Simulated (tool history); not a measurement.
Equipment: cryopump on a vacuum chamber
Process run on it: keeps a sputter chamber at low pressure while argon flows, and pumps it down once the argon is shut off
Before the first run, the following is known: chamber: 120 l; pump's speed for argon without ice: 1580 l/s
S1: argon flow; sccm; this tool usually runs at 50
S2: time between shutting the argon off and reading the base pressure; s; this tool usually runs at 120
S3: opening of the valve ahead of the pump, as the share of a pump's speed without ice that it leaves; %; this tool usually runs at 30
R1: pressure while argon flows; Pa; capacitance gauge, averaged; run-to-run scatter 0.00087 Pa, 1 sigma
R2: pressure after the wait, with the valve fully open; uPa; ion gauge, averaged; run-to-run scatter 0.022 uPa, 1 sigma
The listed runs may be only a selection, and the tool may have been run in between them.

{"run": 1, "hour": 0.0, "S1": 50, "S2": 120, "S3": 30, "R1": 0.1781, "R2": 1.03}
{"run": 2, "hour": 56.5, "S1": 50, "S2": 120, "S3": 30, "R1": 0.1816, "R2": 1.04}
{"run": 3, "hour": 93.9, "S1": 50, "S2": 120, "S3": 30, "R1": 0.179, "R2": 1.02}
{"run": 4, "hour": 141.2, "S1": 50, "S2": 120, "S3": 30, "R1": 0.18, "R2": 1.08}
{"run": 5, "hour": 226.1, "S1": 50, "S2": 120, "S3": 30, "R1": 0.1817, "R2": 1.11}
{"run": 6, "hour": 306.8, "S1": 50, "S2": 120, "S3": 30, "R1": 0.1816, "R2": 1.11}
{"run": 7, "hour": 350.1, "S1": 50, "S2": 120, "S3": 30, "R1": 0.181, "R2": 1.12}
{"run": 8, "hour": 423.9, "S1": 50, "S2": 120, "S3": 32, "R1": 0.1718, "R2": 1.13}
{"run": 9, "hour": 464.4, "S1": 50, "S2": 120, "S3": 32, "R1": 0.172, "R2": 1.16}
{"hour": 491.9, "done": "leaking fittings of the chamber tightened, without venting"}
{"run": 10, "hour": 527.4, "S1": 50, "S2": 120, "S3": 32, "R1": 0.1715, "R2": 0.74}
{"run": 11, "hour": 594.4, "S1": 51, "S2": 120, "S3": 30, "R1": 0.1886, "R2": 0.77}
{"run": 12, "hour": 633.8, "S1": 91, "S2": 120, "S3": 30, "R1": 0.334, "R2": 0.78}
{"run": 13, "hour": 681.2, "S1": 91, "S2": 120, "S3": 30, "R1": 0.3367, "R2": 0.77}
{"run": 14, "hour": 763.1, "S1": 53, "S2": 188, "S3": 16, "R1": 0.3633, "R2": 0.58}
{"run": 15, "hour": 834.3, "S1": 50, "S2": 29, "S3": 27, "R1": 0.2046, "R2": 2.2}
{"run": 16, "hour": 880.6, "S1": 50, "S2": 29, "S3": 27, "R1": 0.2059, "R2": 2.31}
{"run": 17, "hour": 920.0, "S1": 50, "S2": 29, "S3": 31, "R1": 0.181, "R2": 2.28}
{"run": 18, "hour": 1006.9, "S1": 50, "S2": 29, "S3": 31, "R1": 0.1812, "R2": 2.32}
{"run": 19, "hour": 1044.7, "S1": 25, "S2": 186, "S3": 26, "R1": 0.1073, "R2": 0.65}
{"run": 20, "hour": 1115.0, "S1": 50, "S2": 27, "S3": 30, "R1": 0.189, "R2": 2.5}
{"run": 21, "hour": 1159.3, "S1": 50, "S2": 27, "S3": 30, "R1": 0.1867, "R2": 2.46}
{"run": 22, "hour": 1236.4, "S1": 50, "S2": 27, "S3": 30, "R1": 0.1905, "R2": 2.51}
{"hour": 1254.1, "done": "pump warmed up, emptied and cooled again"}
{"run": 23, "hour": 1300.9, "S1": 32, "S2": 27, "S3": 17, "R1": 0.2025, "R2": 2.42}

Each row is a separate what-if for the run after 23, all from the same tool condition, not one after another. Results?
{"run": "A", "hour": 1351.0, "S1": 21, "S2": 102, "S3": 44, "R1": "?", "R2": "?"}
{"run": "B", "hour": 1351.0, "S1": 33, "S2": 99, "S3": 24, "R1": "?", "R2": "?"}
{"run": "C", "hour": 1351.0, "S1": 46, "S2": 197, "S3": 16, "R1": "?", "R2": "?"}
{"run": "D", "hour": 1351.0, "S1": 92, "S2": 27, "S3": 17, "R1": "?", "R2": "?"}

run=A R1=0.0522 R2=0.93
run=B R1=0.1494 R2=0.94
run=C R1=0.3108 R2=0.65
run=D R1=0.583 R2=2.46
With the hidden condition removed and each run's random variation left untouched, the same runs would have given:
run=A R1=0.0516 R2=0.75
run=B R1=0.1484 R2=0.76
run=C R1=0.3095 R2=0.47
run=D R1=0.5804 R2=2.28
